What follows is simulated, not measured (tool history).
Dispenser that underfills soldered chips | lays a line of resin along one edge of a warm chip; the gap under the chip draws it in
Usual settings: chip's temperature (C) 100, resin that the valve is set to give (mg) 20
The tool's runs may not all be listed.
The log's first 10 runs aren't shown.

run	hour	chip's temperature (C)	resin that the valve is set to give (mg)	time until the resin shows at the far edge (s)	resin that the valve gave (mg)
# hour 113: new syringe of resin
11	114.7	100	18.3	457.7	18.09
12	123.6	102	18.3	690.7	17.8
# hour 127: new syringe of resin
13	130.5	102	18.3	488.3	17.66
# hour 141.1: new syringe of resin
14	141.6	102	18.3	397.9	17.62
15	151.5	102	18.3	680.5	17.39
# hour 155.4: new syringe of resin
16	159.6	102	18.3	512.6	17.25
# hour 163.4: dispensing valve cleaned and set on the balance
# hour 169.9: new syringe of resin
17	169.9	102	18.8	400.1	18.74
# hour 183.7: new syringe of resin
18	183.8	104	19.3	376.1	19.11
# hour 197.4: new syringe of resin
19	197.9	104	19.3	390.3	18.87
20	210.2	96	18.6	929.7	18.1
# hour 211.5: new syringe of resin
21	222.8	114	20	526.1	19.12
# hour 225.3: new syringe of resin
22	229.4	114	20	365.3	19.11
# hour 236.8: dispensing valve cleaned and set on the balance
23	238.5	112	19.7	573.2	19.66
# hour 240.7: new syringe of resin
24	246.1	112	19.7	400	19.64
# hour 254.8: new syringe of resin
25	254.8	100	25.8	413	25.35
26	263	100	25.8	642.6	25.38
# hour 269.1: new syringe of resin
27	274	105	18.6	478.8	18.13
# hour 283.8: new syringe of resin
28	284.4	105	18.6	388.5	17.91
29	294	101	17.1	726.3	16.59
# hour 298.2: new syringe of resin
30	308.4	100	20.7	727.4	19.74
# hour 310.8: dispensing valve cleaned and set on the balance
# hour 312.8: new syringe of resin
31	322.7	100	20.7	690.7	20.65
# hour 326.9: new syringe of resin
32	330.3	100	20.7	519.6	20.32
33	338.6	100	20.7	784.7	20.44
# hour 340.7: new syringe of resin
34	346.5	100	20.7	567.4	20.23

Forecast each of these 4 alternatives for the next run:
# hour 355.2: new syringe of resin
A	361.6	107	22.3	?	?
# hour 355.2: new syringe of resin
B	361.6	94	17.2	?	?
# hour 355.2: new syringe of resin
C	361.6	110	21.5	?	?
# hour 355.2: new syringe of resin
D	361.6	112	17.5	?	?

run	time until the resin shows at the far edge (s)	resin that the valve gave (mg)
A	484.8	21.7
B	731.7	16.69
C	455.5	20.79
D	439.4	16.93
Without the tool's hidden state the same runs would have given:
run	time until the resin shows at the far edge (s)	resin that the valve gave (mg)
A	311.2	22.46
B	462.2	17.27
C	292.6	21.52
D	281	17.52

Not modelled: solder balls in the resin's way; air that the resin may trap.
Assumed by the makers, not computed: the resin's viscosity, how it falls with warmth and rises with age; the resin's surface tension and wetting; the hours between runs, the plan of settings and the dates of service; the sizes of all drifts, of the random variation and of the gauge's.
